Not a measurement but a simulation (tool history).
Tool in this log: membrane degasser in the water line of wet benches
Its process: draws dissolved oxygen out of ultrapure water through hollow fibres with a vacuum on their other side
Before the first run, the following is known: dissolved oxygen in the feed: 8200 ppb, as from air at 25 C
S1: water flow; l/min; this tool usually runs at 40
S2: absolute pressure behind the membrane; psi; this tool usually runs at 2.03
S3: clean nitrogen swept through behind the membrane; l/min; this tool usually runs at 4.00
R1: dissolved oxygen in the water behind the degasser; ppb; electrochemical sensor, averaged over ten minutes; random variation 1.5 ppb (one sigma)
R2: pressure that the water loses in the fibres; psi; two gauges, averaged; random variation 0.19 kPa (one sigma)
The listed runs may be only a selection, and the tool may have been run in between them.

| run | day | S1 | S2 | S3 | R1 | R2 |
|---|---|---|---|---|---|---|
| 1 | 0.000 | 40 | 2.03 | 4.00 | 271.8 | 5.520 |
| 2 | 1.883 | 40 | 2.03 | 4.33 | 254.9 | 5.535 |
| 3 | 3.471 | 50 | 2.03 | 4.00 | 345.1 | 6.937 |
| 4 | 4.562 | 50 | 2.03 | 10.37 | 164.2 | 6.902 |
| 5 | 5.658 | 40 | 3.28 | 4.00 | 455.3 | 5.513 |
| 6 | 7.362 | 40 | 1.67 | 4.00 | 217.7 | 5.532 |
| 7 | 9.146 | 54 | 2.03 | 4.00 | 379.5 | 7.468 |
| 8 | 10.788 | 40 | 2.03 | 4.00 | 271.4 | 5.498 |
| 9 | 11.612 | 40 | 2.03 | 4.00 | 274.6 | 5.519 |
| 10 | 12.958 | 40 | 1.86 | 4.00 | 244.7 | 5.585 |
| 11 | 14.896 | 40 | 1.86 | 4.00 | 244.2 | 5.484 |
| 12 | 16.192 | 40 | 1.52 | 10.19 | 90.1 | 5.523 |
| 13 | 17.079 | 26 | 1.52 | 10.19 | 51.5 | 3.574 |
|  | 17.246 | vacuum gauge calibrated |
| 14 | 18.033 | 26 | 1.52 | 10.19 | 51.9 | 3.617 |
| 15 | 18.946 | 28 | 3.73 | 3.87 | 389.0 | 3.891 |
| 16 | 20.071 | 28 | 3.73 | 3.87 | 388.1 | 3.800 |
| 17 | 21.004 | 28 | 3.73 | 3.87 | 388.7 | 3.867 |
| 18 | 22.471 | 45 | 2.03 | 2.26 | 500.2 | 6.240 |
|  | 22.692 | vacuum gauge calibrated, once more |
| 19 | 24.004 | 37 | 2.97 | 1.63 | 806.0 | 5.120 |
| 20 | 25.442 | 54 | 4.12 | 4.00 | 761.7 | 7.413 |
| 21 | 27.146 | 54 | 4.12 | 4.00 | 773.2 | 7.438 |
| 22 | 28.783 | 54 | 4.12 | 4.00 | 767.6 | 7.465 |

Predict each of these 3 candidate next runs independently; none follows another, all start after run 22:
| A | 29.650 | 54 | 1.44 | 4.00 | ? | ? |
| B | 29.650 | 39 | 2.03 | 4.00 | ? | ? |
| C | 29.650 | 32 | 4.12 | 4.64 | ? | ? |

| run | R1 | R2 |
|---|---|---|
| A | 249.4 | 7.542 |
| B | 257.1 | 5.420 |
| C | 405.5 | 4.382 |
Without the tool's hidden state the same runs would have given:
| run | R1 | R2 |
|---|---|---|
| A | 248.3 | 7.504 |
| B | 256.1 | 5.393 |
| C | 403.4 | 4.360 |
